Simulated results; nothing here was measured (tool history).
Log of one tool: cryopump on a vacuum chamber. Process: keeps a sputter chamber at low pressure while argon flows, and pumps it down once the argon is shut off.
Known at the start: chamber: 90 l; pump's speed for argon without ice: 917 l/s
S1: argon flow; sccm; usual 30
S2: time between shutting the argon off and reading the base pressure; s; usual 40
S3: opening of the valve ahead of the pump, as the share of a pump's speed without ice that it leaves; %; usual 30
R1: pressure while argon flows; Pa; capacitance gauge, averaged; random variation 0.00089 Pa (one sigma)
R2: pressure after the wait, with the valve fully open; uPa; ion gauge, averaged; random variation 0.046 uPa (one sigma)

run	day	S1	S2	S3	R1	R2
1	0	30	40	30	0.1825	3.04
2	0.692	30	40	31	0.1798	3.11
3	1.404	30	40	31	0.181	3.17
4	2.079	30	40	31	0.1788	3.06
5	3.362	30	174	31	0.179	1.29
6	4.096	16	40	30	0.0989	3.15
7	4.854	16	40	30	0.0999	3.14
8	6.021	16	40	30	0.0997	3.08
9	7.246	16	40	30	0.0993	3.19
10	8.012	16	67	30	0.1006	2.19
11	9.142	16	67	30	0.0997	2.26
12	10.162	16	67	34	0.0887	2.19
13	11.375	16	67	34	0.088	2.24
14	12.758	16	67	34	0.0879	2.26
15	13.554	16	44	31	0.0977	3
16	14.888	30	106	30	0.1883	1.7
17	15.492	30	106	30	0.1886	1.71
18	16.079	30	106	30	0.1879	1.75
19	16.662	30	106	30	0.1897	1.73
20	17.8	47	139	28	0.3141	1.47

Forecast run 21:
21	18.433	30	138	39	?	?

Run 21 gave R1 0.1454 Pa, R2 1.55 uPa.
Without the tool's hidden state the same run would have given R1 0.1413 Pa, R2 1.02 uPa.

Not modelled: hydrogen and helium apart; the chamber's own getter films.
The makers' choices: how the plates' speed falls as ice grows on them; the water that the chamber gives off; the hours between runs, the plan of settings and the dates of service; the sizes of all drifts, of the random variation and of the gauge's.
